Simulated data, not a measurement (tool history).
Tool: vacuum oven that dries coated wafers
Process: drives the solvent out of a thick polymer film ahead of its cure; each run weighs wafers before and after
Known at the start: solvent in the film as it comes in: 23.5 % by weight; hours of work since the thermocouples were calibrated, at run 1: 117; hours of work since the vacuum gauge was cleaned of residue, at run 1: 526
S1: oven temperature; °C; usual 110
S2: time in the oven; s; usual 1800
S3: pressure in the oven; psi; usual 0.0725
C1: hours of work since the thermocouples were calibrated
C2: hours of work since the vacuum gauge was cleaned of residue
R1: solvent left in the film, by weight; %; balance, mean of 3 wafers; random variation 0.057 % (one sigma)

{"run": 1, "hour": 0.0, "S1": 110, "S2": 1800, "S3": 0.0725, "C1": 117, "C2": 526, "R1": 3.05}
{"run": 2, "hour": 52.4, "S1": 110, "S2": 1800, "S3": 0.0725, "C1": 149, "C2": 559, "R1": 3.04}
{"run": 3, "hour": 76.6, "S1": 110, "S2": 1800, "S3": 0.0725, "C1": 164, "C2": 574, "R1": 3.09}
{"run": 4, "hour": 108.0, "S1": 100, "S2": 1800, "S3": 0.0725, "C1": 184, "C2": 593, "R1": 5.53}
{"run": 5, "hour": 143.8, "S1": 100, "S2": 1800, "S3": 0.0725, "C1": 206, "C2": 615, "R1": 5.47}
{"run": 6, "hour": 172.0, "S1": 110, "S2": 1800, "S3": 0.0725, "C1": 223, "C2": 633, "R1": 3.05}
{"run": 7, "hour": 207.2, "S1": 110, "S2": 1800, "S3": 0.0725, "C1": 245, "C2": 654, "R1": 3.19}
{"run": 8, "hour": 236.7, "S1": 110, "S2": 1800, "S3": 0.2894, "C1": 263, "C2": 673, "R1": 6.29}
{"run": 9, "hour": 262.6, "S1": 110, "S2": 1800, "S3": 0.0725, "C1": 279, "C2": 689, "R1": 3.17}
{"run": 10, "hour": 297.6, "S1": 110, "S2": 1800, "S3": 0.0725, "C1": 301, "C2": 710, "R1": 3.08}
{"run": 11, "hour": 329.3, "S1": 110, "S2": 1800, "S3": 0.0725, "C1": 320, "C2": 730, "R1": 3.19}
{"run": 12, "hour": 362.7, "S1": 110, "S2": 1800, "S3": 0.0725, "C1": 341, "C2": 750, "R1": 3.09}
{"run": 13, "hour": 412.3, "S1": 110, "S2": 1200, "S3": 0.0725, "C1": 372, "C2": 781, "R1": 5.18}
{"run": 14, "hour": 453.2, "S1": 110, "S2": 1200, "S3": 0.0725, "C1": 397, "C2": 806, "R1": 5.17}
{"run": 15, "hour": 479.1, "S1": 110, "S2": 1200, "S3": 0.0725, "C1": 413, "C2": 822, "R1": 5.19}
{"run": 16, "hour": 522.5, "S1": 110, "S2": 1200, "S3": 0.0725, "C1": 440, "C2": 849, "R1": 5.24}
{"run": 17, "hour": 548.9, "S1": 96, "S2": 1380, "S3": 0.0458, "C1": 456, "C2": 865, "R1": 8.07}
{"hour": 553.0, "done": "vacuum gauge cleaned of residue and calibrated"}
{"run": 18, "hour": 576.2, "S1": 119, "S2": 1800, "S3": 0.0725, "C1": 472, "C2": 14, "R1": 2.04}
{"run": 19, "hour": 606.2, "S1": 118, "S2": 1800, "S3": 0.1031, "C1": 490, "C2": 33, "R1": 2.51}
{"run": 20, "hour": 656.2, "S1": 118, "S2": 900, "S3": 0.0718, "C1": 521, "C2": 64, "R1": 5.28}
{"run": 21, "hour": 692.5, "S1": 101, "S2": 1440, "S3": 0.0725, "C1": 544, "C2": 86, "R1": 7.15}
{"run": 22, "hour": 719.2, "S1": 101, "S2": 1440, "S3": 0.0725, "C1": 560, "C2": 103, "R1": 7.31}
{"hour": 736.1, "done": "vacuum gauge cleaned of residue and calibrated, once more"}
{"run": 23, "hour": 778.1, "S1": 119, "S2": 1800, "S3": 0.0725, "C1": 596, "C2": 26, "R1": 1.66}
{"run": 24, "hour": 816.8, "S1": 110, "S2": 1800, "S3": 0.2125, "C1": 620, "C2": 50, "R1": 5.06}
{"run": 25, "hour": 872.8, "S1": 118, "S2": 1800, "S3": 0.057, "C1": 654, "C2": 84, "R1": 1.64}
{"run": 26, "hour": 902.7, "S1": 117, "S2": 900, "S3": 0.0725, "C1": 673, "C2": 103, "R1": 5.08}
{"run": 27, "hour": 957.5, "S1": 117, "S2": 900, "S3": 0.0725, "C1": 707, "C2": 137, "R1": 5.01}
{"run": 28, "hour": 999.5, "S1": 109, "S2": 900, "S3": 0.2218, "C1": 733, "C2": 163, "R1": 9.11}

Hidden state or all else? Some run-to-run changes of R1, split into what the settings, what came in and random variation would give without the hidden state, and what is left for the hidden state (with any gauge scatter that isn't in both results):
The hidden state here: true wafer temperature over the reading, C; true pressure over the reading, kPa; drift of the gauge itself on solvent_pct, %.
Run 17 -> 18: S1 96 -> 119, S2 1380 -> 1800, S3 0.0458 -> 0.0725, vacuum gauge cleaned of residue and calibrated. R1 -6.03 %: hidden state -0.1, all else -5.93.
Run 20 -> 21: S1 118 -> 101, S2 900 -> 1440, S3 0.0718 -> 0.0725. R1 +1.87 %: hidden state +0.34, all else +1.53.
Run 22 -> 23: S1 101 -> 119, S2 1440 -> 1800, vacuum gauge cleaned of residue and calibrated, once more. R1 -5.65 %: hidden state -0.88, all else -4.77.
